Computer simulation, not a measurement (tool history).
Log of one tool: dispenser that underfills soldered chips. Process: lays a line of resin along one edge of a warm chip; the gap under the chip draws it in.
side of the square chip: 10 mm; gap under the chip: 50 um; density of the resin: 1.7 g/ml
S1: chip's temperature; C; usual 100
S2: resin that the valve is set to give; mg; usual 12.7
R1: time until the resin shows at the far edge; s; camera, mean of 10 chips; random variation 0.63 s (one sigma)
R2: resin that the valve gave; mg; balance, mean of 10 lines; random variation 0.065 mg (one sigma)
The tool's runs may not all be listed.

run   hour   S1    S2     R1     R2
  1    0.0  100  12.7   61.0  12.32
  2   10.9  100  15.7   84.3  15.12
      12.0  -- new syringe of resin
  3   21.0  100  15.7   73.5  15.03
      26.0  -- new syringe of resin
  4   29.7   87  12.7   94.7  12.13
      39.9  -- new syringe of resin
  5   39.9   87  12.7   84.3  11.93
  6   48.7  100  12.7   74.1  12.01
      54.3  -- new syringe of resin
  7   55.9  100  14.4   57.9  13.50
      68.0  -- new syringe of resin
  8   68.0  100  14.4   56.1  13.41
  9   73.3  100  11.8   69.2  10.92
 10   79.7  100  11.8   87.4  10.91
      81.7  -- new syringe of resin
 11   88.1  100  11.8   71.6  10.82
      95.6  -- new syringe of resin
 12   96.4  100  11.8   60.1  10.81
     100.4  -- dispensing valve cleaned and set on the balance
 13  108.8  100  12.7   84.4  12.70
     110.2  -- new syringe of resin
 14  117.7  100  12.7   69.4  12.61
     123.8  -- new syringe of resin
 15  125.8  112  12.7   41.1  12.38
 16  131.6  112  12.7   49.6  12.46
     137.5  -- new syringe of resin
 17  144.6  112  12.7   49.1  12.40
 18  150.0  112  12.7   59.3  12.35
     151.2  -- new syringe of resin
 19  155.8  112  12.7   44.4  12.18
     165.0  -- new syringe of resin
 20  165.1   93  15.2   68.0  14.73
 21  177.2   90  15.3  114.1  14.48
     179.3  -- new syringe of resin
 22  189.5   90  10.8  115.5  10.18
     193.8  -- new syringe of resin
 23  202.2  109  12.7   53.8  11.79
     208.2  -- new syringe of resin
 24  214.3   99  13.2   69.6  12.33
     221.8  -- new syringe of resin
 25  223.8   99  13.2   60.5  12.26
 26  230.9  109  13.1   55.6  12.08
     236.0  -- new syringe of resin
 27  241.1  109  13.1   48.7  12.00
 28  247.6   97  11.4   91.9  10.40
     249.6  -- new syringe of resin
     254.4  -- dispensing valve cleaned and set on the balance
 29  261.3  100  13.4   77.3  13.24
     264.3  -- new syringe of resin
 30  268.4  100  13.4   61.2  13.43
     278.5  -- new syringe of resin
 31  278.5  100  13.4   54.7  13.22
 32  286.6  100  15.0   69.9  14.71
     292.0  -- new syringe of resin
 33  297.4  115  16.2   39.6  15.73
     306.1  -- new syringe of resin
 34  308.3   94  14.1   70.9  13.75
     319.7  -- new syringe of resin
 35  319.7   98  14.1   57.1  13.44

Some steps in R1 between neighbouring runs. How much of each would the tool show without its hidden state too (settings, what came in, random variation), and how much is left for the hidden state, with any gauge scatter that isn't in both results?
The hidden state here: resin's viscosity, % of fresh resin's; dose that the valve gives, % of what is set; true chip temperature over the reading, C; drift of the gauge itself on fill_s, %; drift of the gauge itself on given_mg, %.
Run 1 -> 2: S2 12.7 -> 15.7. R1 +23.3 s: hidden state +25.8, all else -2.5.
Run 12 -> 13: S2 11.8 -> 12.7, dispensing valve cleaned and set on the balance. R1 +24.3 s: hidden state +25.6, all else -1.3.
Run 20 -> 21: S1 93 -> 90, S2 15.2 -> 15.3. R1 +46.1 s: hidden state +38.4, all else +7.7.
Run 22 -> 23: S1 90 -> 109, S2 10.8 -> 12.7, new syringe of resin. R1 -61.7 s: hidden state -20.9, all else -40.8.
Run 27 -> 28: S1 109 -> 97, S2 13.1 -> 11.4. R1 +43.2 s: hidden state +22.8, all else +20.4.

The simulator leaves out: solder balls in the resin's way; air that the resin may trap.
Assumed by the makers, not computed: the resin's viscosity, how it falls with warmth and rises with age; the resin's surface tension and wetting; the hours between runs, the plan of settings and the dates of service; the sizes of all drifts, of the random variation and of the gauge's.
